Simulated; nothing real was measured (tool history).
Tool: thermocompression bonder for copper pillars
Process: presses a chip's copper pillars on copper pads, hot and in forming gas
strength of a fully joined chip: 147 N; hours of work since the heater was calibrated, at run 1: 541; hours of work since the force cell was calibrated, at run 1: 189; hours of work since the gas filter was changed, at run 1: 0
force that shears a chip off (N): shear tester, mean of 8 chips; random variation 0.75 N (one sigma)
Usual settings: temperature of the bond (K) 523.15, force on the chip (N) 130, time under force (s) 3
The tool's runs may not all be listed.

run,day,temperature of the bond (K),force on the chip (N),time under force (s),hours of work since the heater was calibrated,hours of work since the force cell was calibrated,hours of work since the gas filter was changed,force that shears a chip off (N)
1,0,523.15,130,3,541,189,0,50.5
2,1.358,523.15,130,3,563,210,21,51
3,2.158,523.15,130,2,575,223,34,43.6
4,3.525,532.15,130,2,596,244,55,50.8
5,4.633,547.15,130,2,614,261,72,65.2
6,6.071,523.15,130,3,636,284,95,50.4
7,6.838,523.15,130,3,648,296,107,50.2
# day 7.954: forming gas filter changed
8,8.188,523.15,130,6,669,317,4,65.6
9,8.942,534.15,130,3,681,328,15,60.6
10,9.617,523.15,190,3,691,339,26,60.5
11,10.967,523.15,190,3,712,360,47,59.9
12,11.6,523.15,190,3,722,370,57,61.3
# day 11.788: heater calibrated with a thermocouple chip
13,12.821,523.15,190,3,16,388,75,56.6
14,14.192,523.15,130,3,38,409,96,46.7
# day 15.375: heater calibrated with a thermocouple chip, once more
15,15.812,523.15,130,3,7,433,120,55.4
# day 15.988: forming gas filter changed
16,17.254,523.15,130,3,29,455,20,54
17,18.279,523.15,130,3,45,471,36,53.8
18,18.975,523.15,130,3,56,482,47,53.3
19,20.462,523.15,130,3,79,506,70,55.4
20,21.883,523.15,130,6,101,528,92,69.8
21,23.117,523.15,130,6,121,547,111,68.8
# day 23.879: forming gas filter changed
22,23.942,523.15,130,6,133,560,1,71.4
23,25.296,523.15,130,6,154,581,22,70.8
24,25.992,517.15,130,6,165,592,33,62.5
25,27.129,545.15,103,7,183,609,51,91.3
26,28.45,533.15,101,2,204,630,71,46.8
27,29.417,533.15,101,2,219,645,87,47.4
28,30.892,510.15,78,5,242,668,110,39
# day 31.771: forming gas filter changed
29,32.075,538.15,181,2,260,686,5,70.9
30,33.058,500.15,123,2,275,702,20,28.5
31,34.108,500.15,123,2,292,718,37,27.4
32,34.846,500.15,123,2,303,730,48,28.3
33,35.725,523.15,130,2,317,743,62,45.8
34,36.925,523.15,116,3,336,762,81,49.4
35,38.221,523.15,116,3,356,783,101,48.9
# day 39.671: forming gas filter changed
36,39.75,501.15,107,3,380,806,1,31.2
37,41.054,501.15,107,3,400,826,22,30.5
38,41.767,542.15,150,5,411,838,33,90.1
39,43.288,542.15,150,5,435,861,57,90.5

4 ways to go on from here, each from the tool as it stands after run 39. What would each give?
A,44.038,542.15,150,7,447,873,68,?
B,44.038,547.15,150,5,447,873,68,?
C,44.038,523.15,97,3,447,873,68,?
D,44.038,542.15,150,2,447,873,68,?

run,force that shears a chip off (N)
A,97.5
B,94.6
C,45
D,64.4
Without the tool's hidden state the same runs would have given:
run,force that shears a chip off (N)
A,102.2
B,99.2
C,48
D,68.3
